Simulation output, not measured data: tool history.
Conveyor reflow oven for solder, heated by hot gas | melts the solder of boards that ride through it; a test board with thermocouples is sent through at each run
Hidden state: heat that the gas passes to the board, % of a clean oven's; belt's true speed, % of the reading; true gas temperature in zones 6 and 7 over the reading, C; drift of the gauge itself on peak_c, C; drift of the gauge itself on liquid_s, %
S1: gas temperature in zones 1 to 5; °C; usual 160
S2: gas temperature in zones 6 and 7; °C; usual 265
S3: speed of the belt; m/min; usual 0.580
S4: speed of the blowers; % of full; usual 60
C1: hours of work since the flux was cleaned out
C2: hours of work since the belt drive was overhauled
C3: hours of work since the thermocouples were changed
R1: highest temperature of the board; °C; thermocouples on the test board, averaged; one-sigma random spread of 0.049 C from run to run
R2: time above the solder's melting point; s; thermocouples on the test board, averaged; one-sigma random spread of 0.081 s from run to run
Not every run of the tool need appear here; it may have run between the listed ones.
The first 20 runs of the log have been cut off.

Run 21, hour 1306.9: usual settings but S1 154 °C, S3 0.511 m/min, S4 63 % of full; C1 81; C2 173; C3 607. Result: R1 248.87 °C, R2 59.99 s.
At hour 1355.3: thermocouples of zones 6 and 7 changed.
Run 22, hour 1374.0: usual settings but S1 154 °C, S3 0.679 m/min, S4 52 % of full; C1 124; C2 217; C3 12. Result: R1 231.80 °C, R2 24.67 s.
Run 23, hour 1413.9: usual settings but S2 254 °C, S3 0.578 m/min; C1 151; C2 243; C3 39. Result: R1 234.01 °C, R2 36.63 s.
Run 24, hour 1493.5: usual settings but S2 254 °C, S3 0.578 m/min; C1 203; C2 296; C3 92. Result: R1 234.01 °C, R2 36.56 s.
At hour 1520.3: flux residue cleaned out of gas plates and filters.
Run 25, hour 1546.2: usual settings but S2 254 °C, S3 0.578 m/min; C1 17; C2 328; C3 124. Result: R1 234.74 °C, R2 38.14 s.
Run 26, hour 1596.0: usual settings but S2 254 °C, S3 0.578 m/min; C1 50; C2 361; C3 157. Result: R1 234.75 °C, R2 38.07 s.
Run 27, hour 1633.5: usual settings but S1 158 °C, S2 264 °C; C1 75; C2 386; C3 182. Result: R1 242.70 °C, R2 46.69 s.
Run 28, hour 1726.5: usual settings but S2 277 °C; C1 137; C2 448; C3 243. Result: R1 254.17 °C, R2 58.04 s.
Run 29, hour 1778.9: usual settings but S1 173 °C, S2 267 °C; C1 172; C2 482; C3 278. Result: R1 248.23 °C, R2 57.67 s.
Run 30, hour 1825.1: usual settings but S1 173 °C, S2 267 °C, S3 0.676 m/min; C1 202; C2 513; C3 309. Result: R1 242.21 °C, R2 42.49 s.

What if the next run were any one of these 3? Each begins from the tool's condition after run 30:
At hour 1851.7: flux residue cleaned out of gas plates and filters.
Run A, hour 1870.6: usual settings but S1 171 °C, S2 263 °C, S3 0.676 m/min, S4 68 % of full; C1 13; C2 540; C3 336. Result: R1 ?, R2 ?.
At hour 1851.7: flux residue cleaned out of gas plates and filters.
Run B, hour 1870.6: usual settings but S1 166 °C, S2 275 °C, S4 87 % of full; C1 13; C2 540; C3 336. Result: R1 ?, R2 ?.
At hour 1851.7: flux residue cleaned out of gas plates and filters.
Run C, hour 1870.6: usual settings but S1 173 °C, S2 267 °C, S3 0.500 m/min, S4 77 % of full; C1 13; C2 540; C3 336. Result: R1 ?, R2 ?.

run      R1     R2
  A  241.31  41.77
  B  260.12  65.66
  C  256.65  77.50
With no hidden state in the tool, these same runs would have given:
run      R1     R2
  A  240.20  40.11
  B  258.98  64.08
  C  255.47  75.62
